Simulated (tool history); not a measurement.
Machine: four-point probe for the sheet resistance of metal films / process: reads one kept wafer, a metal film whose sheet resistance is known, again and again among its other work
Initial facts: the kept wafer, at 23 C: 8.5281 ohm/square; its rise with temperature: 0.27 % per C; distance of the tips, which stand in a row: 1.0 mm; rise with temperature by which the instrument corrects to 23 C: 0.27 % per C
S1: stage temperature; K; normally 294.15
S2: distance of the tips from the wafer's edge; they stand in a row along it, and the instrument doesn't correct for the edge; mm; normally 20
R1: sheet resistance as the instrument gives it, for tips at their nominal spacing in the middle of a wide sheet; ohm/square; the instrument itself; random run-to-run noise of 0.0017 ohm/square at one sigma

run 1 day=0.000 | S1=294.15 S2=20 | R1=8.528427
run 2 day=0.492 | S1=294.15 S2=20 | R1=8.526120
run 3 day=1.388 | S1=294.15 S2=31 | R1=8.523426
run 4 day=2.296 | S1=294.15 S2=31 | R1=8.522321
run 5 day=2.992 | S1=293.15 S2=31 | R1=8.519951
run 6 day=3.975 | S1=300.15 S2=6 | R1=8.639589
run 7 day=4.833 | S1=304.15 S2=18 | R1=8.525167
run 8 day=5.679 | S1=304.15 S2=12 | R1=8.542642
run 9 day=6.229 | S1=297.15 S2=3 | R1=8.992516
run 10 day=7.254 | S1=301.15 S2=9 | R1=8.565725

Forecast each of these 5 alternatives for the next run:
run A day=8.083 | S1=292.15 S2=68 | R1=?
run B day=8.083 | S1=304.15 S2=14 | R1=?
run C day=8.083 | S1=307.15 S2=22 | R1=?
run D day=8.083 | S1=293.15 S2=64 | R1=?
run E day=8.083 | S1=300.15 S2=6 | R1=?

run=A R1=8.517751
run=B R1=8.531825
run=C R1=8.515879
run=D R1=8.516979
run=E R1=8.634417
What these runs would have given with no unlogged condition in the tool:
run=A R1=8.532492
run=B R1=8.546788
run=C R1=8.530864
run=D R1=8.531735
run=E R1=8.649472

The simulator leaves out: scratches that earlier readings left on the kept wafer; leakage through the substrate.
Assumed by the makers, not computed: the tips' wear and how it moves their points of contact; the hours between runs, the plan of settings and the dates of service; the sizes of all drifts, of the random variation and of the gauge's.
